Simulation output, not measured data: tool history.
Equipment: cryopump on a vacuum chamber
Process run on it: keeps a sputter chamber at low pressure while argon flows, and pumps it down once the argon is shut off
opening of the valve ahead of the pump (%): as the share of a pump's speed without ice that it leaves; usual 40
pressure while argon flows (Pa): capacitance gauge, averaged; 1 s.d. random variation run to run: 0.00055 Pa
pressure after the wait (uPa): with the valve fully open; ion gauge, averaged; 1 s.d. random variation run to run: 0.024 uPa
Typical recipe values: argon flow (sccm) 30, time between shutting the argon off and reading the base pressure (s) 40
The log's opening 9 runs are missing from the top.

| run | hour | argon flow (sccm) | time between shutting the argon off and reading the base pressure (s) | opening of the valve ahead of the pump (%) | hours of work since the pump was warmed up and emptied | hours of work since the cold head was overhauled | hours of work since the chamber's fittings were tightened | pressure while argon flows (Pa) | pressure after the wait (uPa) |
|---|---|---|---|---|---|---|---|---|---|
| 10 | 156.3 | 30 | 40 | 40 | 168 | 168 | 1516 | 0.0577 | 1.32 |
| 11 | 179.3 | 30 | 40 | 40 | 187 | 187 | 1534 | 0.0588 | 1.39 |
| 12 | 190.5 | 30 | 40 | 40 | 195 | 195 | 1543 | 0.0587 | 1.35 |
| 13 | 213.4 | 30 | 40 | 40 | 213 | 213 | 1561 | 0.0591 | 1.36 |
| 14 | 228.0 | 56 | 40 | 40 | 225 | 225 | 1572 | 0.1097 | 1.39 |
| 15 | 241.3 | 56 | 40 | 40 | 235 | 235 | 1583 | 0.1097 | 1.30 |
| 16 | 264.1 | 56 | 40 | 40 | 253 | 253 | 1601 | 0.1108 | 1.37 |
| 17 | 280.4 | 56 | 40 | 40 | 266 | 266 | 1613 | 0.1105 | 1.42 |

What does the tool deliver on the next run?
| 18 | 293.2 | 22 | 40 | 40 | 276 | 276 | 1624 | ? | ? |

Run 18 produced pressure while argon flows (Pa) 0.0442, pressure after the wait (uPa) 1.44.
The same run, on a tool lacking any hidden state, would have yielded pressure while argon flows (Pa) 0.0411, pressure after the wait (uPa) 0.90.
